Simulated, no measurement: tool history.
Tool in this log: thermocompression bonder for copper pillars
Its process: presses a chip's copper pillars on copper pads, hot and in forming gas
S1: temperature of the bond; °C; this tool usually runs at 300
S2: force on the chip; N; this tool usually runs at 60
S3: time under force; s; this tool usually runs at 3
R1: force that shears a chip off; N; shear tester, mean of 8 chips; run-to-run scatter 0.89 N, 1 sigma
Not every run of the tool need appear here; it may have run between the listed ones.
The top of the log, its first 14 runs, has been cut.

run    hour   S1  S2  S3     R1
      802.2  -- forming gas filter changed
 15   832.6  300  45   3   62.9
 16   906.4  300  45   3   62.3
 17   990.4  300  45   3   60.5
 18    1038  300  45   3   59.6
 19    1123  300  50   3   65.7
     1143.9  -- force cell calibrated, once more
 20  1171.7  282  54   3   50.5
 21  1228.1  282  54   3   48.7
     1245.3  -- forming gas filter changed
 22  1282.3  324  54   2   80.3
 23  1349.7  292  60   2   57.4
 24  1406.6  280  79   3   70.6
 25  1496.5  325  40   5     77
 26    1563  325  40   5   76.2
 27  1605.5  325  54   4   89.6
 28    1679  325  54   4   89.8
     1688.9  -- forming gas filter changed
     1704.1  -- heater calibrated with a thermocouple chip
 29  1737.9  325  54   4   98.6
 30  1795.7  325  54   4  100.2
 31  1856.7  291  54   5     72
 32  1948.3  270  40   2   25.7
 33  2015.1  270  48   2   32.3
 34  2081.1  292  87   2   81.8
     2134.8  -- forming gas filter changed
 35  2141.8  296  44   8   76.1
 36  2203.1  314  38   7   78.8
 37  2270.9  314  50   5   88.2
 38  2362.5  314  50   5   88.1

Here are 3 independent what-if runs from the current tool condition. What would each one return?
  A  2424.8  300  60   2   ?
  B  2424.8  314  71   5   ?
  C  2424.8  306  52   2   ?

run     R1
  A   63.8
  B  107.4
  C   60.1
With no hidden state in the tool, these same runs would have given:
run     R1
  A   68.3
  B  113.7
  C   64.3

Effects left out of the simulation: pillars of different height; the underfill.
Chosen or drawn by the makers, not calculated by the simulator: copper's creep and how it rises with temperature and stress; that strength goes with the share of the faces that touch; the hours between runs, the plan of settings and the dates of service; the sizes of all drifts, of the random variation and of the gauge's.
